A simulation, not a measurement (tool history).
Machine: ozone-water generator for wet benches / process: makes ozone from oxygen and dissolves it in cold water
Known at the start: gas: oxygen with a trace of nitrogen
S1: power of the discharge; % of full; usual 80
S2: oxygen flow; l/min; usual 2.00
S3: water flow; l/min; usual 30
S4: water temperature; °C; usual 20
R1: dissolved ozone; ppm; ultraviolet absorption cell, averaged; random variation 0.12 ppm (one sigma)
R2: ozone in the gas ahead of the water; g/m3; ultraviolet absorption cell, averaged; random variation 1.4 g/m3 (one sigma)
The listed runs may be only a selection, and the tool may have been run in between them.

{"run": 1, "hour": 0.0, "S1": 80, "S2": 2.0, "S3": 30, "S4": 20, "R1": 9.2, "R2": 227.2}
{"run": 2, "hour": 111.3, "S1": 80, "S2": 2.0, "S3": 30, "S4": 20, "R1": 9.1, "R2": 224.8}
{"run": 3, "hour": 201.7, "S1": 80, "S2": 2.0, "S3": 30, "S4": 20, "R1": 9.0, "R2": 227.4}
{"run": 4, "hour": 301.9, "S1": 80, "S2": 2.0, "S3": 30, "S4": 25, "R1": 8.9, "R2": 224.5}
{"hour": 322.8, "done": "water thermometer calibrated"}
{"run": 5, "hour": 398.8, "S1": 80, "S2": 2.0, "S3": 30, "S4": 20, "R1": 9.0, "R2": 223.0}
{"run": 6, "hour": 576.6, "S1": 80, "S2": 2.0, "S3": 30, "S4": 20, "R1": 9.0, "R2": 223.2}
{"run": 7, "hour": 764.9, "S1": 80, "S2": 2.0, "S3": 30, "S4": 20, "R1": 8.5, "R2": 221.1}
{"run": 8, "hour": 918.4, "S1": 45, "S2": 2.0, "S3": 30, "S4": 20, "R1": 6.7, "R2": 168.4}
{"run": 9, "hour": 1094.6, "S1": 45, "S2": 2.0, "S3": 30, "S4": 20, "R1": 6.7, "R2": 164.2}
{"hour": 1193.0, "done": "water thermometer calibrated, once more"}
{"run": 10, "hour": 1239.6, "S1": 45, "S2": 2.0, "S3": 30, "S4": 20, "R1": 6.5, "R2": 165.1}
{"run": 11, "hour": 1365.4, "S1": 80, "S2": 2.0, "S3": 30, "S4": 20, "R1": 8.6, "R2": 214.8}
{"run": 12, "hour": 1468.1, "S1": 80, "S2": 2.0, "S3": 24, "S4": 20, "R1": 10.7, "R2": 213.3}
{"run": 13, "hour": 1578.7, "S1": 80, "S2": 2.0, "S3": 22, "S4": 20, "R1": 11.7, "R2": 211.6}
{"run": 14, "hour": 1672.3, "S1": 80, "S2": 2.0, "S3": 22, "S4": 20, "R1": 11.9, "R2": 212.7}
{"run": 15, "hour": 1751.0, "S1": 80, "S2": 1.4, "S3": 30, "S4": 20, "R1": 7.3, "R2": 247.1}
{"run": 16, "hour": 1887.8, "S1": 80, "S2": 1.4, "S3": 30, "S4": 20, "R1": 7.1, "R2": 243.4}
{"run": 17, "hour": 2023.0, "S1": 54, "S2": 2.75, "S3": 38, "S4": 20, "R1": 5.8, "R2": 150.4}
{"run": 18, "hour": 2102.6, "S1": 57, "S2": 1.02, "S3": 26, "S4": 13, "R1": 6.4, "R2": 237.8}
{"run": 19, "hour": 2226.5, "S1": 68, "S2": 1.02, "S3": 46, "S4": 25, "R1": 3.3, "R2": 257.6}
{"run": 20, "hour": 2316.2, "S1": 80, "S2": 2.97, "S3": 30, "S4": 19, "R1": 9.2, "R2": 175.4}
{"run": 21, "hour": 2462.0, "S1": 80, "S2": 1.19, "S3": 30, "S4": 17, "R1": 6.5, "R2": 257.0}
{"hour": 2554.8, "done": "contactor cleaned"}
{"run": 22, "hour": 2655.8, "S1": 80, "S2": 1.19, "S3": 30, "S4": 17, "R1": 6.7, "R2": 254.7}
{"run": 23, "hour": 2795.8, "S1": 80, "S2": 1.19, "S3": 30, "S4": 17, "R1": 6.7, "R2": 252.1}
{"run": 24, "hour": 2988.5, "S1": 80, "S2": 1.19, "S3": 30, "S4": 17, "R1": 6.6, "R2": 252.0}
{"run": 25, "hour": 3122.6, "S1": 80, "S2": 2.2, "S3": 35, "S4": 20, "R1": 7.0, "R2": 191.3}
{"run": 26, "hour": 3254.2, "S1": 80, "S2": 1.05, "S3": 30, "S4": 16, "R1": 6.1, "R2": 261.9}
{"run": 27, "hour": 3365.8, "S1": 80, "S2": 2.76, "S3": 30, "S4": 15, "R1": 9.3, "R2": 171.4}
{"run": 28, "hour": 3558.4, "S1": 80, "S2": 1.95, "S3": 47, "S4": 20, "R1": 4.6, "R2": 197.5}
{"run": 29, "hour": 3701.5, "S1": 72, "S2": 3.21, "S3": 30, "S4": 20, "R1": 9.0, "R2": 152.2}
{"run": 30, "hour": 3827.6, "S1": 74, "S2": 3.21, "S3": 27, "S4": 20, "R1": 10.1, "R2": 152.6}
{"run": 31, "hour": 3917.1, "S1": 74, "S2": 3.21, "S3": 38, "S4": 20, "R1": 6.9, "R2": 152.8}
{"run": 32, "hour": 4015.8, "S1": 74, "S2": 3.21, "S3": 38, "S4": 20, "R1": 6.9, "R2": 152.6}

What if the next run were any one of these 4? Each begins from the tool's condition after run 32:
{"hour": 4070.3, "done": "water thermometer calibrated"}
{"run": "A", "hour": 4108.2, "S1": 80, "S2": 2.15, "S3": 43, "S4": 20, "R1": "?", "R2": "?"}
{"hour": 4070.3, "done": "water thermometer calibrated"}
{"run": "B", "hour": 4108.2, "S1": 52, "S2": 1.89, "S3": 24, "S4": 20, "R1": "?", "R2": "?"}
{"hour": 4070.3, "done": "water thermometer calibrated"}
{"run": "C", "hour": 4108.2, "S1": 43, "S2": 2.69, "S3": 25, "S4": 20, "R1": "?", "R2": "?"}
{"hour": 4070.3, "done": "water thermometer calibrated"}
{"run": "D", "hour": 4108.2, "S1": 80, "S2": 1.24, "S3": 39, "S4": 17, "R1": "?", "R2": "?"}

run=A R1=5.2 R2=185.8
run=B R1=8.0 R2=163.0
run=C R1=7.9 R2=129.8
run=D R1=4.6 R2=232.8
Had the tool no hidden state, the same runs would have come out as:
run=A R1=7.3 R2=255.8
run=B R1=10.5 R2=210.3
run=C R1=10.1 R2=163.1
run=D R1=6.4 R2=320.3

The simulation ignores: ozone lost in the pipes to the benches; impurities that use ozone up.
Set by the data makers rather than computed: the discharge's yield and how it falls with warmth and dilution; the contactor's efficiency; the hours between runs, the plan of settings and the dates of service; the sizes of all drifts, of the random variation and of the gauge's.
